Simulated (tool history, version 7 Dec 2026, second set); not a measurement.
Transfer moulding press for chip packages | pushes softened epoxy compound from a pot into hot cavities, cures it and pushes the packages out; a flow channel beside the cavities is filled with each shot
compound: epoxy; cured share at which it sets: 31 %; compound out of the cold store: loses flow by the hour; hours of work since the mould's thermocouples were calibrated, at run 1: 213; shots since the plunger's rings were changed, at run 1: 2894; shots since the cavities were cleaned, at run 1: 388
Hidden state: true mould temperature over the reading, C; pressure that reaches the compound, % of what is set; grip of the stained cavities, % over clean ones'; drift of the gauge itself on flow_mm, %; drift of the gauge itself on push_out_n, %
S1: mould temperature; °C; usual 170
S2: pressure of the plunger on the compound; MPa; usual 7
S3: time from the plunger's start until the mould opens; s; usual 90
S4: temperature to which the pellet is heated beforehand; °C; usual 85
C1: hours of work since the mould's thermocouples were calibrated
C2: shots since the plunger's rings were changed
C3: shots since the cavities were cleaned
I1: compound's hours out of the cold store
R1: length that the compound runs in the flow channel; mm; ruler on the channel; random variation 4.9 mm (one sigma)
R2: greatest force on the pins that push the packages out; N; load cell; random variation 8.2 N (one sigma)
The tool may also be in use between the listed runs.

run 1 hour=0 | S1=170 S2=7 S3=90 S4=85 | C1=213 C2=2894 C3=388 | I1=26.2 | R1=665 R2=394
-- hour=10 cavities cleaned with cleaning compound and waxed
-- hour=62.6 cavities cleaned with cleaning compound and waxed
run 2 hour=64.8 | S1=170 S2=5.6 S3=90 S4=85 | C1=247 C2=3489 C3=22 | I1=24.3 | R1=586 R2=382
run 3 hour=93.2 | S1=170 S2=5.6 S3=90 S4=85 | C1=262 C2=3763 C3=296 | I1=19.4 | R1=601 R2=384
-- hour=111.4 cavities cleaned with cleaning compound and waxed
-- hour=144.6 plunger's sealing rings changed
run 4 hour=147.3 | S1=170 S2=5.6 S3=90 S4=90 | C1=289 C2=25 C3=321 | I1=47.3 | R1=542 R2=350
-- hour=166.2 cavities cleaned with cleaning compound and waxed
run 5 hour=188 | S1=170 S2=5.6 S3=90 S4=82 | C1=310 C2=403 C3=210 | I1=23.3 | R1=603 R2=397
-- hour=218.1 cavities cleaned with cleaning compound and waxed
run 6 hour=218.1 | S1=170 S2=5.6 S3=90 S4=82 | C1=326 C2=678 C3=0 | I1=22.1 | R1=602 R2=390
run 7 hour=255.2 | S1=170 S2=5.6 S3=90 S4=82 | C1=346 C2=1035 C3=357 | I1=46.7 | R1=543 R2=370
-- hour=270 cavities cleaned with cleaning compound and waxed
run 8 hour=307.9 | S1=170 S2=5.6 S3=90 S4=82 | C1=373 C2=1528 C3=365 | I1=36.6 | R1=565 R2=368
-- hour=319.9 cavities cleaned with cleaning compound and waxed
run 9 hour=336.3 | S1=170 S2=5.6 S3=90 S4=82 | C1=388 C2=1787 C3=157 | I1=33.5 | R1=573 R2=387
-- hour=371.3 cavities cleaned with cleaning compound and waxed
run 10 hour=371.9 | S1=170 S2=8.51 S3=90 S4=85 | C1=406 C2=2116 C3=7 | I1=34.2 | R1=701 R2=350
-- hour=422.4 cavities cleaned with cleaning compound and waxed
run 11 hour=424.7 | S1=170 S2=8.51 S3=90 S4=85 | C1=434 C2=2609 C3=22 | I1=35.2 | R1=698 R2=364
-- hour=475.3 cavities cleaned with cleaning compound and waxed
run 12 hour=476 | S1=170 S2=8.51 S3=90 S4=85 | C1=461 C2=3089 C3=7 | I1=41.8 | R1=668 R2=361
run 13 hour=514.3 | S1=170 S2=7 S3=90 S4=85 | C1=481 C2=3458 C3=376 | I1=37.8 | R1=629 R2=362
-- hour=525.1 cavities cleaned with cleaning compound and waxed
run 14 hour=571.1 | S1=170 S2=7 S3=90 S4=85 | C1=511 C2=3990 C3=443 | I1=25.3 | R1=664 R2=384
-- hour=576.4 cavities cleaned with cleaning compound and waxed
-- hour=596.8 plunger's sealing rings changed
-- hour=614.8 mould's thermocouples calibrated
-- hour=631.1 cavities cleaned with cleaning compound and waxed
run 15 hour=631.7 | S1=170 S2=7 S3=90 S4=85 | C1=8 C2=302 C3=6 | I1=43.6 | R1=609 R2=359
-- hour=683.2 cavities cleaned with cleaning compound and waxed
run 16 hour=687.7 | S1=170 S2=7 S3=90 S4=85 | C1=38 C2=827 C3=43 | I1=39.6 | R1=630 R2=356
run 17 hour=720.6 | S1=167 S2=7 S3=122 S4=85 | C1=55 C2=1143 C3=359 | I1=25.3 | R1=684 R2=257
-- hour=732.3 cavities cleaned with cleaning compound and waxed
run 18 hour=754.1 | S1=167 S2=7 S3=122 S4=85 | C1=73 C2=1452 C3=211 | I1=40.7 | R1=637 R2=263
-- hour=784.3 cavities cleaned with cleaning compound and waxed
run 19 hour=792.9 | S1=167 S2=7 S3=122 S4=85 | C1=93 C2=1811 C3=84 | I1=46.2 | R1=626 R2=250
-- hour=834.6 cavities cleaned with cleaning compound and waxed
run 20 hour=838.8 | S1=170 S2=7 S3=70 S4=85 | C1=117 C2=2237 C3=40 | I1=42.8 | R1=613 R2=672
-- hour=885.5 cavities cleaned with cleaning compound and waxed
run 21 hour=895.5 | S1=171 S2=7 S3=109 S4=92 | C1=147 C2=2770 C3=97 | I1=35.2 | R1=626 R2=225
-- hour=938 cavities cleaned with cleaning compound and waxed
run 22 hour=943.8 | S1=171 S2=7 S3=109 S4=92 | C1=172 C2=3219 C3=55 | I1=19.5 | R1=672 R2=248
run 23 hour=978.5 | S1=169 S2=5.91 S3=91 S4=87 | C1=191 C2=3553 C3=389 | I1=13.5 | R1=642 R2=417
-- hour=987.6 cavities cleaned with cleaning compound and waxed
-- hour=1038.6 cavities cleaned with cleaning compound and waxed
run 24 hour=1042.8 | S1=169 S2=5.91 S3=91 S4=87 | C1=224 C2=4144 C3=41 | I1=19 | R1=633 R2=412
-- hour=1051.3 plunger's sealing rings changed
run 25 hour=1087.9 | S1=170 S2=7 S3=105 S4=94 | C1=247 C2=353 C3=451 | I1=36 | R1=634 R2=264
-- hour=1094.2 cavities cleaned with cleaning compound and waxed
run 26 hour=1116.6 | S1=175 S2=6.85 S3=90 S4=85 | C1=261 C2=615 C3=216 | I1=46.1 | R1=586 R2=258

Forecast run 27:
-- hour=1145.3 cavities cleaned with cleaning compound and waxed
run 27 hour=1163.5 | S1=175 S2=7.59 S3=90 S4=89 | C1=286 C2=1051 C3=175 | I1=32 | R1=? R2=?

{"run 27": {"R1": 654, "R2": 261}}
Without the tool's hidden state the same run would have given R1 654 mm, R2 260 N.
